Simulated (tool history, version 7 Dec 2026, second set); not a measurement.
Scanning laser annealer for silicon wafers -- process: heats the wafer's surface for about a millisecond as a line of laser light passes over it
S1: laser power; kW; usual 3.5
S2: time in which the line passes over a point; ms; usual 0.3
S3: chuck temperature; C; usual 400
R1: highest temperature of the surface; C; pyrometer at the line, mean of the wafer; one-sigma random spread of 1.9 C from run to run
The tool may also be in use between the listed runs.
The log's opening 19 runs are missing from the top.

run	hour	S1	S2	S3	R1
20	412.6	3.5	0.22	400	1019
21	431	3.5	0.22	400	1016
22	446.6	3.199	0.351	400	1108
23	468.9	3.549	0.211	366	976
24	485.3	3.548	0.246	362	1029
25	506	3.548	0.246	362	1026
26	532.3	3.815	0.316	393	1234
27	554.4	3.815	0.316	393	1230
28	576.3	3.627	0.304	391	1155
29	593.5	3.024	0.365	398	1058
30	618	3.024	0.329	407	1027
31	636	3.633	0.245	413	1086
32	659.3	3.633	0.245	413	1089
33	679.7	3.633	0.245	412	1083

Forecast run 34:
34	701.3	3.633	0.229	412	?

R1: 1055 C
On a tool with no hidden condition, and with the same random variation, this run would have come out at R1 1092 C.

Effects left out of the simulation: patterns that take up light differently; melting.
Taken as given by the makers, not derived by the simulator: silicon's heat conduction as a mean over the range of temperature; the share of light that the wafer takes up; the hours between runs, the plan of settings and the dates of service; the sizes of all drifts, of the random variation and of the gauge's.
